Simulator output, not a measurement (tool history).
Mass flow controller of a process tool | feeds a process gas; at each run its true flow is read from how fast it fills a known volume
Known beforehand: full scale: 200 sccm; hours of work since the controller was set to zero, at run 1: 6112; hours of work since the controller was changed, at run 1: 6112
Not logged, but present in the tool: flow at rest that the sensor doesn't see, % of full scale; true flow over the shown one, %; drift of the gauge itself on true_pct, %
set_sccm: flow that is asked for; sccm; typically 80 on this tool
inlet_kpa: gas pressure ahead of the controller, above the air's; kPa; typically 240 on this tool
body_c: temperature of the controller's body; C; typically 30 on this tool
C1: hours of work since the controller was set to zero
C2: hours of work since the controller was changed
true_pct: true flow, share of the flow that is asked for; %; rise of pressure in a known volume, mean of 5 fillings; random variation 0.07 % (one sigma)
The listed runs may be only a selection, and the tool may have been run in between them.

Run 1, hour 0.0: usual settings; C1 6112; C2 6112. Result: true_pct 101.50 %.
Run 2, hour 203.1: usual settings; C1 6224; C2 6224. Result: true_pct 101.56 %.
Run 3, hour 477.6: usual settings; C1 6375; C2 6375. Result: true_pct 101.68 %.
Run 4, hour 667.6: usual settings; C1 6480; C2 6480. Result: true_pct 101.73 %.
At hour 772.7: controller's zero set anew.
Run 5, hour 908.7: usual settings but body_c 33 C; C1 75; C2 6612. Result: true_pct 100.06 %.
Run 6, hour 1171.2: usual settings but body_c 33 C; C1 219; C2 6757. Result: true_pct 99.82 %.
Run 7, hour 1375.2: usual settings but inlet_kpa 173 kPa; C1 332; C2 6869. Result: true_pct 99.92 %.
Run 8, hour 1649.3: usual settings; C1 483; C2 7020. Result: true_pct 100.21 %.
Run 9, hour 1846.6: usual settings; C1 591; C2 7129. Result: true_pct 100.27 %.
Run 10, hour 2109.7: usual settings; C1 736; C2 7274. Result: true_pct 100.16 %.
Run 11, hour 2272.8: usual settings; C1 826; C2 7364. Result: true_pct 100.41 %.
Run 12, hour 2477.2: usual settings; C1 939; C2 7476. Result: true_pct 100.45 %.
Run 13, hour 2679.5: usual settings; C1 1050; C2 7588. Result: true_pct 100.66 %.
Run 14, hour 2921.5: usual settings; C1 1183; C2 7721. Result: true_pct 100.48 %.
Run 15, hour 3049.1: usual settings but inlet_kpa 259 kPa; C1 1254; C2 7791. Result: true_pct 100.75 %.
Run 16, hour 3196.2: usual settings but set_sccm 74 sccm, inlet_kpa 247 kPa, body_c 39 C; C1 1335; C2 7872. Result: true_pct 100.31 %.
Run 17, hour 3324.8: usual settings but body_c 20 C; C1 1406; C2 7943. Result: true_pct 101.17 %.
Run 18, hour 3599.8: usual settings but set_sccm 58 sccm, inlet_kpa 161 kPa, body_c 24 C; C1 1557; C2 8095. Result: true_pct 100.63 %.
Run 19, hour 3844.0: usual settings but set_sccm 59 sccm, inlet_kpa 142 kPa, body_c 24 C; C1 1692; C2 8229. Result: true_pct 100.37 %.
Run 20, hour 4046.7: usual settings but set_sccm 59 sccm, inlet_kpa 162 kPa, body_c 27 C; C1 1803; C2 8341. Result: true_pct 100.61 %.
Run 21, hour 4256.9: usual settings but set_sccm 59 sccm, inlet_kpa 162 kPa, body_c 27 C; C1 1919; C2 8456. Result: true_pct 100.63 %.
Run 22, hour 4438.9: usual settings but set_sccm 59 sccm, inlet_kpa 162 kPa, body_c 27 C; C1 2019; C2 8557. Result: true_pct 100.75 %.
Run 23, hour 4647.1: usual settings but set_sccm 129 sccm, inlet_kpa 268 kPa, body_c 26 C; C1 2134; C2 8671. Result: true_pct 101.64 %.
Run 24, hour 4793.0: usual settings but set_sccm 47 sccm, inlet_kpa 147 kPa; C1 2214; C2 8752. Result: true_pct 100.65 %.
Run 25, hour 4965.6: usual settings but set_sccm 47 sccm, inlet_kpa 147 kPa; C1 2309; C2 8847. Result: true_pct 100.90 %.
Run 26, hour 5170.8: usual settings but set_sccm 23 sccm, inlet_kpa 206 kPa, body_c 34 C; C1 2422; C2 8960. Result: true_pct 101.82 %.
Run 27, hour 5363.7: usual settings but set_sccm 90 sccm, inlet_kpa 212 kPa, body_c 28 C; C1 2529; C2 9066. Result: true_pct 101.24 %.
Run 28, hour 5597.1: usual settings but set_sccm 90 sccm, inlet_kpa 212 kPa, body_c 28 C; C1 2657; C2 9195. Result: true_pct 101.30 %.
Run 29, hour 5849.2: usual settings but set_sccm 35 sccm, body_c 31 C; C1 2796; C2 9333. Result: true_pct 101.79 %.

Consider 3 possible next runs. They are alternatives, not a sequence: every one starts from the tool as it was left by run 29. What does each give?
Run A, hour 6031.9: usual settings but body_c 39 C; C1 2897; C2 9434. Result: true_pct ?.
Run B, hour 6031.9: usual settings but set_sccm 94 sccm, inlet_kpa 219 kPa, body_c 34 C; C1 2897; C2 9434. Result: true_pct ?.
Run C, hour 6031.9: usual settings but set_sccm 86 sccm, inlet_kpa 194 kPa, body_c 38 C; C1 2897; C2 9434. Result: true_pct ?.

run  true_pct
  A    100.90
  B    101.19
  C    100.96
With no hidden state in the tool, these same runs would have given:
run  true_pct
  A     98.16
  B     98.55
  C     98.26
